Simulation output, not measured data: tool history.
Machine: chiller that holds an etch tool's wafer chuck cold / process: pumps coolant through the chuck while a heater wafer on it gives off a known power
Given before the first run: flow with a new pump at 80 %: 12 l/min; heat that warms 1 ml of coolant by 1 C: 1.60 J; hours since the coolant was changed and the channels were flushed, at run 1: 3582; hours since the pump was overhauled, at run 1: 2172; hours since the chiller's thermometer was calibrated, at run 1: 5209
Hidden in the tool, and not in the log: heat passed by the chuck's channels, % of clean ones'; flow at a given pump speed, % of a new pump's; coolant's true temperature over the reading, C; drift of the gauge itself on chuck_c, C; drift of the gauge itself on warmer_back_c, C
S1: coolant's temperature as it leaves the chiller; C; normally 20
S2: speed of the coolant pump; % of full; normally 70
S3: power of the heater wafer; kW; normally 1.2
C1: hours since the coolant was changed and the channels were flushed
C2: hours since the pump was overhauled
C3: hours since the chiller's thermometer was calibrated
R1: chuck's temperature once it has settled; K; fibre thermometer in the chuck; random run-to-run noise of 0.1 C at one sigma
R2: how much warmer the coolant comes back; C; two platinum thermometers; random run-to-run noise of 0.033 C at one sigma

run 1 day=0 | S1=20 S2=70 S3=1.2 | C1=3582 C2=2172 C3=5209 | R1=302.25 R2=4.28
run 2 day=2.012 | S1=20 S2=70 S3=1.2 | C1=3630 C2=2221 C3=5258 | R1=301.95 R2=4.36
run 3 day=4.154 | S1=20 S2=73 S3=1.2 | C1=3681 C2=2272 C3=5309 | R1=301.55 R2=4.16
run 4 day=6.088 | S1=20 S2=73 S3=1.2 | C1=3728 C2=2318 C3=5356 | R1=301.75 R2=4.09
run 5 day=7.767 | S1=20 S2=73 S3=1.2 | C1=3768 C2=2359 C3=5396 | R1=301.65 R2=4.19
run 6 day=8.858 | S1=20 S2=70 S3=1.434 | C1=3794 C2=2385 C3=5422 | R1=303.65 R2=5.23
run 7 day=10.438 | S1=20 S2=70 S3=1.2 | C1=3832 C2=2423 C3=5460 | R1=302.05 R2=4.36
run 8 day=11.592 | S1=25 S2=70 S3=1.2 | C1=3860 C2=2451 C3=5488 | R1=307.15 R2=4.37
run 9 day=12.596 | S1=20 S2=70 S3=1.2 | C1=3884 C2=2475 C3=5512 | R1=302.15 R2=4.37
run 10 day=14.354 | S1=20 S2=85 S3=1.2 | C1=3926 C2=2517 C3=5554 | R1=300.95 R2=3.48
run 11 day=16.479 | S1=20 S2=70 S3=1.2 | C1=3977 C2=2568 C3=5605 | R1=302.05 R2=4.42
-- day=17.317 chiller's thermometer calibrated
run 12 day=17.662 | S1=20 S2=70 S3=1.2 | C1=4004 C2=2595 C3=8 | R1=302.15 R2=4.34
run 13 day=18.796 | S1=20 S2=70 S3=1.2 | C1=4032 C2=2622 C3=35 | R1=302.05 R2=4.31
run 14 day=20.812 | S1=20 S2=70 S3=1.2 | C1=4080 C2=2671 C3=84 | R1=302.15 R2=4.31
run 15 day=23.038 | S1=20 S2=70 S3=1.2 | C1=4133 C2=2724 C3=137 | R1=302.15 R2=4.37
run 16 day=24.421 | S1=15 S2=63 S3=0.637 | C1=4167 C2=2757 C3=171 | R1=293.35 R2=2.6
run 17 day=25.933 | S1=15 S2=72 S3=1.2 | C1=4203 C2=2794 C3=207 | R1=296.85 R2=4.21
run 18 day=26.996 | S1=15 S2=73 S3=1.2 | C1=4228 C2=2819 C3=232 | R1=296.85 R2=4.17
run 19 day=28.354 | S1=14 S2=86 S3=1.402 | C1=4261 C2=2852 C3=265 | R1=295.85 R2=4.03
run 20 day=29.821 | S1=20 S2=72 S3=0.856 | C1=4296 C2=2887 C3=300 | R1=299.15 R2=3
run 21 day=32.092 | S1=22 S2=61 S3=1.064 | C1=4351 C2=2942 C3=355 | R1=304.25 R2=4.46
run 22 day=33.254 | S1=12 S2=80 S3=1.129 | C1=4379 C2=2969 C3=382 | R1=292.45 R2=3.5
run 23 day=34.842 | S1=10 S2=69 S3=1.001 | C1=4417 C2=3008 C3=421 | R1=290.65 R2=3.66
run 24 day=36.329 | S1=10 S2=69 S3=1.001 | C1=4452 C2=3043 C3=456 | R1=290.65 R2=3.65
run 25 day=37.729 | S1=10 S2=69 S3=1.001 | C1=4486 C2=3077 C3=490 | R1=290.45 R2=3.68
run 26 day=40.017 | S1=27 S2=77 S3=0.869 | C1=4541 C2=3132 C3=545 | R1=306.05 R2=2.85
run 27 day=41.521 | S1=11 S2=70 S3=1.2 | C1=4577 C2=3168 C3=581 | R1=293.05 R2=4.32
run 28 day=43.771 | S1=11 S2=70 S3=1.2 | C1=4631 C2=3222 C3=635 | R1=293.05 R2=4.38
run 29 day=45.988 | S1=25 S2=70 S3=1.283 | C1=4684 C2=3275 C3=688 | R1=307.65 R2=4.62

Alternative continuations, all from the tool just after run 29; predict every row:
run A day=47.692 | S1=23 S2=70 S3=1.2 | C1=4725 C2=3316 C3=729 | R1=? R2=?
run B day=47.692 | S1=14 S2=96 S3=0.79 | C1=4725 C2=3316 C3=729 | R1=? R2=?
run C day=47.692 | S1=29 S2=68 S3=0.765 | C1=4725 C2=3316 C3=729 | R1=? R2=?
run D day=47.692 | S1=13 S2=70 S3=1.114 | C1=4725 C2=3316 C3=729 | R1=? R2=?
run E day=47.692 | S1=11 S2=65 S3=1.283 | C1=4725 C2=3316 C3=729 | R1=? R2=?

run=A R1=305.05 R2=4.3
run=B R1=291.65 R2=1.99
run=C R1=307.95 R2=2.85
run=D R1=294.25 R2=4.05
run=E R1=294.25 R2=5.06
With the hidden condition removed and each run's random variation left untouched, the same runs would have given:
run=A R1=304.95 R2=4.29
run=B R1=291.65 R2=1.99
run=C R1=307.95 R2=2.85
run=D R1=294.25 R2=4.05
run=E R1=294.25 R2=5.06

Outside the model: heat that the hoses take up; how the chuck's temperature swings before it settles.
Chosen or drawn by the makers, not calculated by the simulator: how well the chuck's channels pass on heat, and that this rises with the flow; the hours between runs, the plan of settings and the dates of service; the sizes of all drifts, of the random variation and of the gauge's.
